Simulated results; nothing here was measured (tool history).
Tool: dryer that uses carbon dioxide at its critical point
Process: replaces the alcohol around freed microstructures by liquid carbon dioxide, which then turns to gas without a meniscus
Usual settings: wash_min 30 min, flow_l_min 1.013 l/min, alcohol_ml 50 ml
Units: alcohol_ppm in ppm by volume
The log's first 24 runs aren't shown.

| run | day | wash_min | flow_l_min | alcohol_ml | hours of work since the filter was changed | hours of work since the purifier's bed was changed | alcohol_ppm |
|---|---|---|---|---|---|---|---|
| 25 | 13.179 | 36 | 0.830 | 104 | 148 | 556 | 228 |
| 26 | 13.908 | 44 | 1.010 | 30 | 161 | 569 | 76 |
| 27 | 14.517 | 30 | 1.013 | 67 | 171 | 579 | 168 |
| 28 | 15.025 | 20 | 1.420 | 28 | 180 | 588 | 149 |
| 29 | 15.483 | 27 | 0.730 | 50 | 188 | 596 | 539 |
| 30 | 16.246 | 25 | 1.013 | 51 | 201 | 609 | 270 |
| 31 | 16.808 | 25 | 1.013 | 51 | 210 | 618 | 279 |
| 32 | 17.400 | 43 | 1.013 | 50 | 220 | 628 | 100 |
|  | 17.754 | purifier's bed changed |
| 33 | 18.038 | 30 | 1.013 | 44 | 229 | 5 | 74 |
| 34 | 18.646 | 37 | 1.270 | 73 | 239 | 15 | 20 |
| 35 | 19.242 | 41 | 1.520 | 42 | 250 | 25 | 2 |
|  | 19.750 | inlet filter changed |
| 36 | 19.892 | 41 | 1.520 | 42 | 2 | 36 | 8 |
| 37 | 20.538 | 40 | 0.810 | 42 | 13 | 47 | 40 |
| 38 | 21.133 | 40 | 0.810 | 42 | 24 | 57 | 45 |
| 39 | 21.504 | 37 | 0.740 | 30 | 30 | 63 | 73 |
| 40 | 22.104 | 37 | 0.740 | 30 | 40 | 74 | 68 |
| 41 | 22.483 | 47 | 0.990 | 68 | 47 | 80 | 23 |
| 42 | 23.171 | 27 | 1.720 | 100 | 58 | 92 | 25 |
| 43 | 23.792 | 44 | 1.110 | 100 | 69 | 102 | 21 |
| 44 | 24.117 | 44 | 1.110 | 100 | 75 | 108 | 17 |
| 45 | 24.742 | 44 | 1.110 | 100 | 85 | 119 | 31 |
| 46 | 25.283 | 44 | 1.110 | 100 | 95 | 128 | 25 |

Forecast each of these 5 alternatives for the next run:
| A | 25.596 | 44 | 1.410 | 34 | 100 | 133 | ? |
| B | 25.596 | 27 | 1.013 | 24 | 100 | 133 | ? |
| C | 25.596 | 30 | 1.013 | 97 | 100 | 133 | ? |
| D | 25.596 | 38 | 1.000 | 70 | 100 | 133 | ? |
| E | 25.596 | 30 | 0.970 | 39 | 100 | 133 | ? |

| run | alcohol_ppm |
|---|---|
| A | 31 |
| B | 89 |
| C | 147 |
| D | 46 |
| E | 87 |
Without the tool's hidden state the same runs would have given:
| run | alcohol_ppm |
|---|---|
| A | 13 |
| B | 61 |
| C | 104 |
| D | 23 |
| E | 58 |
